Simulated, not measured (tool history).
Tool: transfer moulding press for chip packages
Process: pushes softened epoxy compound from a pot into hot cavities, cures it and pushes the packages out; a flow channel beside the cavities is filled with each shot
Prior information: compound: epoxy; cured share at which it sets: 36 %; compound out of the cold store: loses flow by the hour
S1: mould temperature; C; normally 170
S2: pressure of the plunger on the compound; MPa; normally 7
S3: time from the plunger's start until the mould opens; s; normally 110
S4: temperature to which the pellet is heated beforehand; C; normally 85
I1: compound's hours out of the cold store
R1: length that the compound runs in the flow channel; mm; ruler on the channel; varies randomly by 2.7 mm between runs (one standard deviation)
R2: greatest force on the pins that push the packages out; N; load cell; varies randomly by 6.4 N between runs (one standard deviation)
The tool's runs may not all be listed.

| run | hour | S1 | S2 | S3 | S4 | I1 | R1 | R2 |
|---|---|---|---|---|---|---|---|---|
| 1 | 0 | 170 | 7 | 110 | 85 | 33.8 | 577 | 241 |
| 2 | 8.9 | 170 | 7 | 110 | 85 | 15.5 | 639 | 255 |
| 3 | 14.5 | 168 | 7 | 110 | 85 | 16.4 | 640 | 271 |
| 4 | 23 | 168 | 7 | 110 | 85 | 29.8 | 596 | 264 |
| 5 | 29.9 | 168 | 7 | 110 | 85 | 21 | 630 | 274 |
| 6 | 35.7 | 168 | 7 | 110 | 85 | 43.6 | 548 | 264 |

Run 7 is up next; what results do you expect?
|  | 47.2 | cavities cleaned with cleaning compound and waxed |
| 7 | 48.6 | 176 | 6.83 | 91 | 83 | 41.7 | ? | ? |

For run 7 the tool returned R1 537 mm, R2 247 N.
The same run, on a tool lacking any hidden state, would have yielded R1 538 mm, R2 246 N.
